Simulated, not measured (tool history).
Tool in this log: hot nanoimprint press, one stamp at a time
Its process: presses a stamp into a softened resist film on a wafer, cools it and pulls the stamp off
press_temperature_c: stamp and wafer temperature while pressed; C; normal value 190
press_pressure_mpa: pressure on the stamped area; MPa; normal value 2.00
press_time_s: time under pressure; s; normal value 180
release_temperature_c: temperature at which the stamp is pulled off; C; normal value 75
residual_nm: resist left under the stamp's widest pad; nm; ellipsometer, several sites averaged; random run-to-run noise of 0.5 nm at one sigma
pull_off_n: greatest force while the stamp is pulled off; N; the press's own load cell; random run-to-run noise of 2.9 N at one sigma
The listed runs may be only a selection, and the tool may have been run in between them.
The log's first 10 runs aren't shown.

Run 11, hour 243.4: usual settings. Result: residual_nm 137.0 nm, pull_off_n 181 N.
Run 12, hour 268.6: usual settings. Result: residual_nm 137.7 nm, pull_off_n 185 N.
Run 13, hour 295.0: usual settings. Result: residual_nm 136.7 nm, pull_off_n 190 N.
Run 14, hour 320.5: usual settings. Result: residual_nm 137.5 nm, pull_off_n 184 N.
Run 15, hour 349.8: usual settings. Result: residual_nm 136.3 nm, pull_off_n 191 N.
Run 16, hour 380.4: usual settings. Result: residual_nm 136.2 nm, pull_off_n 199 N.
Run 17, hour 413.1: usual settings but press_pressure_mpa 2.02 MPa, press_time_s 298 s, release_temperature_c 71 C. Result: residual_nm 113.7 nm, pull_off_n 209 N.
Run 18, hour 445.5: usual settings but press_temperature_c 201 C. Result: residual_nm 88.9 nm, pull_off_n 193 N.
Run 19, hour 470.2: usual settings but press_time_s 313 s, release_temperature_c 64 C. Result: residual_nm 111.9 nm, pull_off_n 256 N.
Run 20, hour 496.8: usual settings but press_time_s 313 s, release_temperature_c 64 C. Result: residual_nm 111.2 nm, pull_off_n 261 N.
Run 21, hour 517.7: usual settings but press_time_s 313 s, release_temperature_c 64 C. Result: residual_nm 111.2 nm, pull_off_n 259 N.
Run 22, hour 533.6: usual settings but press_time_s 91 s, release_temperature_c 64 C. Result: residual_nm 164.6 nm, pull_off_n 265 N.
At hour 557.8: stamp cleaned and given a new release coat.
Run 23, hour 570.8: usual settings but press_temperature_c 194 C, press_time_s 287 s. Result: residual_nm 96.8 nm, pull_off_n 132 N.
Run 24, hour 600.0: usual settings but press_pressure_mpa 2.13 MPa, press_time_s 198 s. Result: residual_nm 126.0 nm, pull_off_n 131 N.
Run 25, hour 621.5: usual settings but press_temperature_c 182 C, press_pressure_mpa 2.74 MPa, press_time_s 133 s, release_temperature_c 81 C. Result: residual_nm 172.3 nm, pull_off_n 114 N.
Run 26, hour 641.6: usual settings but press_temperature_c 182 C, press_pressure_mpa 2.74 MPa, press_time_s 133 s, release_temperature_c 81 C. Result: residual_nm 171.4 nm, pull_off_n 118 N.
Run 27, hour 658.8: usual settings but press_temperature_c 182 C, press_pressure_mpa 2.74 MPa, press_time_s 133 s, release_temperature_c 81 C. Result: residual_nm 171.0 nm, pull_off_n 121 N.
Run 28, hour 693.0: usual settings but press_temperature_c 182 C, press_pressure_mpa 2.74 MPa, press_time_s 133 s, release_temperature_c 81 C. Result: residual_nm 171.2 nm, pull_off_n 123 N.
Run 29, hour 722.6: usual settings but press_temperature_c 182 C, press_pressure_mpa 2.74 MPa, press_time_s 133 s, release_temperature_c 81 C. Result: residual_nm 170.7 nm, pull_off_n 122 N.
Run 30, hour 755.9: usual settings but press_time_s 238 s. Result: residual_nm 121.0 nm, pull_off_n 145 N.
Run 31, hour 778.1: usual settings but press_time_s 238 s. Result: residual_nm 119.4 nm, pull_off_n 148 N.

Forecast each of these 3 alternatives for the next run:
Run A, hour 813.9: usual settings but press_temperature_c 191 C, press_pressure_mpa 1.41 MPa, press_time_s 238 s, release_temperature_c 73 C. Result: residual_nm ?, pull_off_n ?.
Run B, hour 813.9: usual settings but release_temperature_c 65 C. Result: residual_nm ?, pull_off_n ?.
Run C, hour 813.9: usual settings but press_time_s 238 s, release_temperature_c 70 C. Result: residual_nm ?, pull_off_n ?.

run  residual_nm  pull_off_n
  A        135.7         162
  B        131.6         184
  C        120.7         163
What these runs would have given with no unlogged condition in the tool:
run  residual_nm  pull_off_n
  A        142.0         146
  B        137.6         166
  C        126.5         147
